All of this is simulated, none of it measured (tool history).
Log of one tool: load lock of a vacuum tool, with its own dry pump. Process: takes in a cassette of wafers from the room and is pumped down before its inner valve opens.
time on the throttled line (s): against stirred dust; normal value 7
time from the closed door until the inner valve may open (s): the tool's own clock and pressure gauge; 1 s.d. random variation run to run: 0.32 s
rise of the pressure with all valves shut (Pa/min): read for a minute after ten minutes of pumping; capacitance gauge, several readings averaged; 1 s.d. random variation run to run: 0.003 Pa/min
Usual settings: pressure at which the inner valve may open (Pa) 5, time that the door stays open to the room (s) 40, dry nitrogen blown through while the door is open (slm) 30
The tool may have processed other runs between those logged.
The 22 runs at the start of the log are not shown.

| run | hour | time on the throttled line (s) | pressure at which the inner valve may open (Pa) | time that the door stays open to the room (s) | dry nitrogen blown through while the door is open (slm) | incoming humidity of the room's air, % | time from the closed door until the inner valve may open (s) | rise of the pressure with all valves shut (Pa/min) |
|---|---|---|---|---|---|---|---|---|
| 23 | 9752.1 | 8 | 5 | 78 | 30 | 45 | 19.9 | 0.061 |
| 24 | 10168.2 | 12 | 5 | 166 | 5 | 43.5 | 22.4 | 0.142 |
| 25 | 10499.6 | 12 | 5 | 166 | 5 | 45.9 | 22.5 | 0.152 |
| 26 | 10899.7 | 7 | 5 | 87 | 9 | 46.8 | 18.6 | 0.102 |
|  | 11049 | door's seal changed, seat wiped |
| 27 | 11494 | 5 | 6 | 40 | 6 | 44.6 | 16.7 | 0.082 |
| 28 | 11967 | 5 | 9 | 187 | 13 | 47.3 | 16.7 | 0.122 |
| 29 | 12236.9 | 5 | 9 | 187 | 13 | 47.6 | 16.5 | 0.127 |
| 30 | 12604.4 | 14 | 9 | 30 | 39 | 44.9 | 23.4 | 0.032 |
| 31 | 12974.7 | 14 | 9 | 30 | 39 | 46 | 23.1 | 0.035 |
| 32 | 13624.4 | 14 | 6 | 130 | 14 | 43.9 | 24.2 | 0.092 |
|  | 13702.2 | dry pump taken out, an overhauled one fitted |
| 33 | 14149.3 | 14 | 6 | 130 | 14 | 41.5 | 23.8 | 0.095 |
| 34 | 14443.7 | 7 | 10 | 207 | 30 | 47 | 17.5 | 0.085 |
| 35 | 15051.5 | 10 | 6 | 40 | 4 | 43.1 | 20.4 | 0.081 |
| 36 | 15588.9 | 11 | 8 | 53 | 30 | 41.5 | 21 | 0.052 |

Branching from run 36: 5 alternative next runs. What would each branch give?
| A | 15858 | 6 | 8 | 40 | 30 | 43 | ? | ? |
| B | 15858 | 11 | 8 | 227 | 19 | 43 | ? | ? |
| C | 15858 | 8 | 7 | 57 | 30 | 44.8 | ? | ? |
| D | 15858 | 4 | 5 | 40 | 30 | 43.5 | ? | ? |
| E | 15858 | 11 | 4 | 107 | 10 | 42.2 | ? | ? |

| run | time from the closed door until the inner valve may open (s) | rise of the pressure with all valves shut (Pa/min) |
|---|---|---|
| A | 17.9 | 0.046 |
| B | 21.4 | 0.105 |
| C | 19.3 | 0.057 |
| D | 15.9 | 0.045 |
| E | 22.4 | 0.1 |
Without the tool's unlogged condition, the same runs would have read:
| run | time from the closed door until the inner valve may open (s) | rise of the pressure with all valves shut (Pa/min) |
|---|---|---|
| A | 17.9 | 0.045 |
| B | 21.4 | 0.104 |
| C | 19.3 | 0.057 |
| D | 15.9 | 0.045 |
| E | 22.4 | 0.1 |
